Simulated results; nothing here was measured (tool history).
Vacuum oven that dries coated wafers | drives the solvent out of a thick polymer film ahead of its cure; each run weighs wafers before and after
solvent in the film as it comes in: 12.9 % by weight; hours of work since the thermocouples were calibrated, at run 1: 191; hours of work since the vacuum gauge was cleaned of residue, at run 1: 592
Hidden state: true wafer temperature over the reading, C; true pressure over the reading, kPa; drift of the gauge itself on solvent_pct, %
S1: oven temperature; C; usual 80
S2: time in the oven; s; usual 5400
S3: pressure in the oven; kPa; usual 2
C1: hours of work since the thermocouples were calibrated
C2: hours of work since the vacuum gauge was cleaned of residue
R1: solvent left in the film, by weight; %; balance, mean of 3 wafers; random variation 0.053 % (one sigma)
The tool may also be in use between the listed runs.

run    hour  S1    S2    S3    C1    C2    R1
  1       0  80  5400     2   191   592  1.61
  2    42.2  80  5400     2   221   622   1.7
  3   113.6  80  4500     2   273   674  1.95
  4     166  80  4500     2   311   712  1.99
  5   213.7  80  4500     2   345   746  1.97
  6   264.5  80  4500     2   382   783  2.07
  7   321.4  80  4500     2   423   824  2.13
  8   364.4  80  4500     2   454   855  2.08
  9   418.7  80  4500     2   493   894  2.06
 10   471.5  89  4500     2   531   932  0.87
 11   512.8  89  4500     2   561   962  0.75
 12   571.7  89  4500     2   604  1005  0.77
 13     647  94  5400     2   658  1059  0.42
 14   731.7  94  5400     2   719  1120  0.47
 15   814.8  94  5400     2   779  1180  0.46
 16   890.1  94  5400     2   833  1234  0.47
 17   952.3  80  5400     2   878  1279  1.72
 18  1015.4  80  5400     2   924  1325  1.62
 19  1074.3  80  5400     2   966  1367  1.67
 20  1154.2  80  5400     2  1024  1425  1.64
 21    1216  80  5400  1.75  1069  1470  1.42
 22  1287.1  80  5400  1.75  1120  1521  1.55
 23  1347.5  80  5400  1.75  1163  1564  1.54
 24    1402  80  5400  1.75  1203  1604  1.56
 25  1478.7  77  6300  1.75  1258  1659  1.75
     1503.1  -- oven's thermocouples calibrated
 26  1520.3  75  6300  2.25    12  1688  2.42
 27    1558  73  5400     2    40  1715  3.39
 28  1638.3  92  5400  3.49    98  1773  0.99
 29  1699.4  67  4980  4.15   142  1817   6.4
 30  1745.7  67  4980  4.15   175  1850  6.51
 31  1784.8  67  4980  4.15   203  1879  6.47
 32  1833.4  87  8400  6.55   238  1914  2.14
 33  1912.6  70  6000  4.78   296  1971  5.31

Run 34 comes next. What will it give?
 34  1987.6  70  6000  4.78  350  2025   ?

R1: 5.3 %
Without the tool's hidden state the same run would have given R1 5.28 %.
